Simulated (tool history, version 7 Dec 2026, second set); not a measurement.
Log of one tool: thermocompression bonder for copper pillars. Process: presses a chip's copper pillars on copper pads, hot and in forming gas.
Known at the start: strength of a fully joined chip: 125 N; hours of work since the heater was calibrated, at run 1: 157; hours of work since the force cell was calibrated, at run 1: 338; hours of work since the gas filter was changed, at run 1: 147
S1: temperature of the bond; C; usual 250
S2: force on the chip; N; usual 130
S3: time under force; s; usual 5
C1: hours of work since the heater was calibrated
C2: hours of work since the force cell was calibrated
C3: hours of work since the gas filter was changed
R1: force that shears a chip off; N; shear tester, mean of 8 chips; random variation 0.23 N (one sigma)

run,hour,S1,S2,S3,C1,C2,C3,R1
1,0.0,250,130,5,157,338,147,44.4
2,6.9,250,130,5,163,344,152,43.8
3,13.1,250,130,5,168,348,157,44.3
4,18.3,250,130,5,172,352,161,44.1
5,27.9,250,130,5,179,360,169,44.5
6,32.5,250,130,5,183,363,172,44.4
7,40.7,230,130,5,189,370,179,34.9
8,46.7,230,130,5,194,374,183,35.1
9,54.2,250,85,5,199,380,189,28.4
10,63.6,250,85,5,207,387,196,28.3
11,69.3,250,85,5,211,392,201,28.2
12,78.8,250,85,5,218,399,208,28.2
13,86.3,250,85,5,224,405,214,28.4
14,94.8,248,140,3,231,411,220,37.5

3 ways to go on from here, each from the tool as it stands after run 14. What would each give?
A,101.8,271,140,3,236,417,226,?
B,101.8,243,140,6,236,417,226,?
C,101.8,279,84,5,236,417,226,?

run,R1
A,48.2
B,47.0
C,38.5
Without the tool's hidden state the same runs would have given:
run,R1
A,48.7
B,47.6
C,38.9

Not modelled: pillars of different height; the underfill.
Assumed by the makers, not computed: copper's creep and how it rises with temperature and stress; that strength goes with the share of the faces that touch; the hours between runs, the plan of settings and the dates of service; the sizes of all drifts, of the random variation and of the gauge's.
